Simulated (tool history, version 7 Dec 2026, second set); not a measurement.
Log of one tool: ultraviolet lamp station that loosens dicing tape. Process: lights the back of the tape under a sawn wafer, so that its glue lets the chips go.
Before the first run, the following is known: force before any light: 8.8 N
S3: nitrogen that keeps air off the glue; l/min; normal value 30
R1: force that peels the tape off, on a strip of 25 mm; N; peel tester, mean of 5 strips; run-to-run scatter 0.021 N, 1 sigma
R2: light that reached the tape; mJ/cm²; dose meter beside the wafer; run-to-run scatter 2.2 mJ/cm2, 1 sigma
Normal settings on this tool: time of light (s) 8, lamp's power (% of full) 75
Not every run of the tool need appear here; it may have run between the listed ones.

{"run": 1, "hour": 0.0, "time of light (s)": 8, "lamp's power (% of full)": 75, "S3": 30, "R1": 1.304, "R2": 165}
{"run": 2, "hour": 21.4, "time of light (s)": 8, "lamp's power (% of full)": 67, "S3": 30, "R1": 1.6, "R2": 145}
{"run": 3, "hour": 37.4, "time of light (s)": 8, "lamp's power (% of full)": 67, "S3": 30, "R1": 1.617, "R2": 149}
{"run": 4, "hour": 62.3, "time of light (s)": 8, "lamp's power (% of full)": 67, "S3": 30, "R1": 1.636, "R2": 147}
{"run": 5, "hour": 81.3, "time of light (s)": 8, "lamp's power (% of full)": 67, "S3": 30, "R1": 1.683, "R2": 145}
{"run": 6, "hour": 98.3, "time of light (s)": 8, "lamp's power (% of full)": 75, "S3": 30, "R1": 1.403, "R2": 158}
{"run": 7, "hour": 108.9, "time of light (s)": 8, "lamp's power (% of full)": 75, "S3": 30, "R1": 1.457, "R2": 160}
{"run": 8, "hour": 132.9, "time of light (s)": 8, "lamp's power (% of full)": 75, "S3": 30, "R1": 1.443, "R2": 159}
{"run": 9, "hour": 152.5, "time of light (s)": 8, "lamp's power (% of full)": 75, "S3": 30, "R1": 1.453, "R2": 157}
{"run": 10, "hour": 169.5, "time of light (s)": 8, "lamp's power (% of full)": 75, "S3": 30, "R1": 1.367, "R2": 162}
{"run": 11, "hour": 187.7, "time of light (s)": 8, "lamp's power (% of full)": 85, "S3": 30, "R1": 1.175, "R2": 177}
{"run": 12, "hour": 211.4, "time of light (s)": 8, "lamp's power (% of full)": 75, "S3": 30, "R1": 1.515, "R2": 161}
{"run": 13, "hour": 236.2, "time of light (s)": 8, "lamp's power (% of full)": 75, "S3": 30, "R1": 1.495, "R2": 157}
{"run": 14, "hour": 256.7, "time of light (s)": 10, "lamp's power (% of full)": 75, "S3": 30, "R1": 0.995, "R2": 191}
{"run": 15, "hour": 278.3, "time of light (s)": 8, "lamp's power (% of full)": 75, "S3": 10, "R1": 2.822, "R2": 151}
{"run": 16, "hour": 297.1, "time of light (s)": 8, "lamp's power (% of full)": 75, "S3": 10, "R1": 2.765, "R2": 152}
{"run": 17, "hour": 311.0, "time of light (s)": 8, "lamp's power (% of full)": 75, "S3": 10, "R1": 2.834, "R2": 151}
{"run": 18, "hour": 321.6, "time of light (s)": 8, "lamp's power (% of full)": 75, "S3": 42, "R1": 1.258, "R2": 151}
{"run": 19, "hour": 342.1, "time of light (s)": 8, "lamp's power (% of full)": 75, "S3": 42, "R1": 1.266, "R2": 147}
{"run": 20, "hour": 359.4, "time of light (s)": 8, "lamp's power (% of full)": 75, "S3": 42, "R1": 1.281, "R2": 148}
{"run": 21, "hour": 380.9, "time of light (s)": 8, "lamp's power (% of full)": 75, "S3": 42, "R1": 1.316, "R2": 146}
{"run": 22, "hour": 402.0, "time of light (s)": 8, "lamp's power (% of full)": 75, "S3": 42, "R1": 1.377, "R2": 146}
{"run": 23, "hour": 419.5, "time of light (s)": 8, "lamp's power (% of full)": 75, "S3": 42, "R1": 1.325, "R2": 148}
{"run": 24, "hour": 432.0, "time of light (s)": 5, "lamp's power (% of full)": 81, "S3": 11, "R1": 3.936, "R2": 98}
{"run": 25, "hour": 448.8, "time of light (s)": 6, "lamp's power (% of full)": 63, "S3": 10, "R1": 4.372, "R2": 96}
{"run": 26, "hour": 471.3, "time of light (s)": 8, "lamp's power (% of full)": 97, "S3": 13, "R1": 1.887, "R2": 189}
{"run": 27, "hour": 483.2, "time of light (s)": 15, "lamp's power (% of full)": 84, "S3": 13, "R1": 0.775, "R2": 300}
{"run": 28, "hour": 497.9, "time of light (s)": 10, "lamp's power (% of full)": 62, "S3": 43, "R1": 1.269, "R2": 151}
{"run": 29, "hour": 522.8, "time of light (s)": 7, "lamp's power (% of full)": 97, "S3": 10, "R1": 2.577, "R2": 158}
{"run": 30, "hour": 544.4, "time of light (s)": 8, "lamp's power (% of full)": 75, "S3": 30, "R1": 1.701, "R2": 143}
{"run": 31, "hour": 555.3, "time of light (s)": 8, "lamp's power (% of full)": 74, "S3": 19, "R1": 2.366, "R2": 140}
{"run": 32, "hour": 577.3, "time of light (s)": 10, "lamp's power (% of full)": 68, "S3": 9, "R1": 2.869, "R2": 156}
{"run": 33, "hour": 597.3, "time of light (s)": 8, "lamp's power (% of full)": 75, "S3": 33, "R1": 1.701, "R2": 137}
{"run": 34, "hour": 612.9, "time of light (s)": 8, "lamp's power (% of full)": 75, "S3": 33, "R1": 1.695, "R2": 136}
{"run": 35, "hour": 630.7, "time of light (s)": 6, "lamp's power (% of full)": 75, "S3": 30, "R1": 2.719, "R2": 103}
{"run": 36, "hour": 642.8, "time of light (s)": 16, "lamp's power (% of full)": 75, "S3": 30, "R1": 0.427, "R2": 278}
{"run": 37, "hour": 661.6, "time of light (s)": 8, "lamp's power (% of full)": 75, "S3": 10, "R1": 3.228, "R2": 138}
{"run": 38, "hour": 686.3, "time of light (s)": 9, "lamp's power (% of full)": 96, "S3": 11, "R1": 2, "R2": 194}
{"run": 39, "hour": 706.8, "time of light (s)": 9, "lamp's power (% of full)": 96, "S3": 11, "R1": 2.032, "R2": 193}
{"run": 40, "hour": 723.4, "time of light (s)": 9, "lamp's power (% of full)": 66, "S3": 49, "R1": 1.508, "R2": 131}
{"hour": 736.1, "done": "window cleaned of glue's vapour"}
{"run": 41, "hour": 740.1, "time of light (s)": 9, "lamp's power (% of full)": 98, "S3": 34, "R1": 0.698, "R2": 219}
{"run": 42, "hour": 763.6, "time of light (s)": 9, "lamp's power (% of full)": 98, "S3": 34, "R1": 0.699, "R2": 221}
{"run": 43, "hour": 779.4, "time of light (s)": 8, "lamp's power (% of full)": 70, "S3": 30, "R1": 1.873, "R2": 135}
{"run": 44, "hour": 790.0, "time of light (s)": 7, "lamp's power (% of full)": 71, "S3": 52, "R1": 1.618, "R2": 117}

Some steps in R1, run to run, broken into two amounts with sign: the step expected even without the hidden condition (settings, incoming material, random variation), and the rest, left for the hidden condition together with whatever gauge scatter is not in both the measured and the hidden-condition-free result:
Unlogged tool condition in this case: lamp's light, % of a new lamp's; light that the window lets through, % of a clean one's; drift of the gauge itself on peel_n, %; drift of the gauge itself on dose_mj_cm2, %.
Run 23 -> 24: time of light (s) 8 -> 5, lamp's power (% of full) 75 -> 81, S3 42 -> 11. R1 +2.611 N: hidden state +0.275, all else +2.336.
Run 25 -> 26: time of light (s) 6 -> 8, lamp's power (% of full) 63 -> 97, S3 10 -> 13. R1 -2.485 N: hidden state -0.125, all else -2.36.
Run 35 -> 36: time of light (s) 6 -> 16. R1 -2.292 N: hidden state -0.754, all else -1.538.
Run 36 -> 37: time of light (s) 16 -> 8, S3 30 -> 10. R1 +2.801 N: hidden state +0.832, all else +1.969.
Run 40 -> 41: lamp's power (% of full) 66 -> 98, S3 49 -> 34, window cleaned of glue's vapour. R1 -0.81 N: hidden state -0.455, all else -0.355.
